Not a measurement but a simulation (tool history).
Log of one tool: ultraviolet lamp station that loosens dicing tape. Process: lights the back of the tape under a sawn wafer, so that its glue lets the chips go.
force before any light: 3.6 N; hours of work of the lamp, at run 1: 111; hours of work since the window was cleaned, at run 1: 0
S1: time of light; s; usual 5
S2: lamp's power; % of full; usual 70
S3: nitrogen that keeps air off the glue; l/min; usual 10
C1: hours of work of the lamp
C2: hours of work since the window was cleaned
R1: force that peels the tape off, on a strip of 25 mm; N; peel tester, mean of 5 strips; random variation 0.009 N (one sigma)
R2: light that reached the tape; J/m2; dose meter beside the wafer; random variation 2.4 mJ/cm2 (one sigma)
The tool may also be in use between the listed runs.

run,day,S1,S2,S3,C1,C2,R1,R2
1,0,5,70,10,111,0,0.385,2610
2,2.675,5,70,8,153,42,0.448,2600
3,5.767,5,70,10,202,91,0.384,2600
4,8.238,5,70,10,240,130,0.383,2630
5,10.338,5,70,10,274,163,0.382,2590
6,11.775,5,70,10,296,186,0.368,2610
7,13.988,7,70,10,331,221,0.199,3630
8,17.083,7,70,10,380,269,0.193,3650
9,19.996,7,70,10,426,315,0.199,3660
10,21.967,7,70,10,457,346,0.186,3570
11,23.775,7,70,10,485,375,0.2,3610
# day 24.3: window cleaned of glue's vapour
12,26.592,2,70,10,530,36,1.36,1050
13,29.542,2,70,10,576,83,1.37,1070
14,32.183,5,86,10,618,124,0.257,3200
15,34.333,3,70,10,652,158,0.83,1550
16,36.029,3,90,10,678,185,0.584,1980
17,37.475,5,70,10,701,208,0.386,2570
18,39.738,5,70,10,737,243,0.372,2570
19,42.238,5,70,17,776,283,0.254,2620
20,44.829,8,67,8,817,324,0.194,3940
21,47.146,3,70,11,854,360,0.847,1570
# day 48.558: window cleaned of glue's vapour
22,49.821,3,70,11,895,20,0.833,1560
23,52.612,7,64,5,939,64,0.404,3280
24,54.433,6,89,6,968,93,0.252,3980
25,57.258,4,98,8,1013,137,0.357,2860
26,59.7,8,90,17,1051,176,0.105,5330
27,62.692,8,90,17,1098,223,0.084,5320
28,65.742,8,90,17,1146,271,0.088,5240
29,68.083,2,68,6,1183,308,1.663,990
30,71.196,3,81,14,1232,357,0.591,1820
# day 72.912: window cleaned of glue's vapour
31,74.258,3,70,10,1280,21,0.85,1540
32,76.692,7,92,9,1319,60,0.14,4740
33,78.142,7,92,9,1342,82,0.134,4750
# day 79.504: lamp changed
34,79.504,8,70,10,0,103,0.163,4130
35,81.8,4,86,8,36,139,0.463,2560
36,84.296,5,83,10,76,179,0.264,3060
37,85.754,5,70,10,99,202,0.379,2620

Measured less the same run without the tool's hidden state. The same run-to-run variation is in both; the gauge's scatter may not be:
The hidden state here: lamp's light, % of a new lamp's; light that the window lets through, % of a clean one's; drift of the gauge itself on peel_n, %; drift of the gauge itself on dose_mj_cm2, %.
run,R2
1,+0
2,+0
3,+0
4,-10
5,-10
6,+0
7,-10
8,-20
9,-20
10,-10
11,-20
12,+0
13,+0
14,-10
15,-10
16,-10
17,-10
18,-20
19,-20
20,-30
21,-10
22,-10
23,-10
24,-20
25,-10
26,-20
27,-30
28,-30
29,-10
30,-20
31,-10
32,-20
33,-30
34,+0
35,-10
36,+0
37,+0
R1: within 0.008 N of the measured result in every run.
